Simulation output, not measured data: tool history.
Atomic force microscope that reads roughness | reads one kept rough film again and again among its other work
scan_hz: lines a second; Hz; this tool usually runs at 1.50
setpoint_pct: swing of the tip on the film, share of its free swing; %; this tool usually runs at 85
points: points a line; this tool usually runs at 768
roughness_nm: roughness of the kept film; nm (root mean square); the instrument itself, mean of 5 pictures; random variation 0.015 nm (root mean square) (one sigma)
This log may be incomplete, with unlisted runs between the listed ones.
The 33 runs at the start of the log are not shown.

run,hour,scan_hz,setpoint_pct,points,roughness_nm
34,344.2,2.17,85,1008,3.165
35,358.4,2.17,85,1008,2.983
36,370.3,1.50,75,768,3.231
37,378.9,0.59,85,661,3.238
38,388.3,0.59,85,661,3.130
# hour 392.8: new tip fitted
39,400.5,1.48,69,270,3.766
40,410.3,1.50,84,959,3.352
41,421.8,1.50,82,768,3.217
42,435.7,1.50,74,928,3.188

Branching from run 42: 5 alternative next runs. What would each branch give?
A,447.5,1.00,85,768,?
B,447.5,2.73,85,768,?
C,447.5,1.50,66,928,?
D,447.5,0.85,57,273,?
E,447.5,1.50,77,926,?

run,roughness_nm
A,3.031
B,2.554
C,3.164
D,3.304
E,3.040
Had the tool no hidden state, the same runs would have come out as:
run,roughness_nm
A,3.778
B,3.183
C,3.943
D,4.118
E,3.788
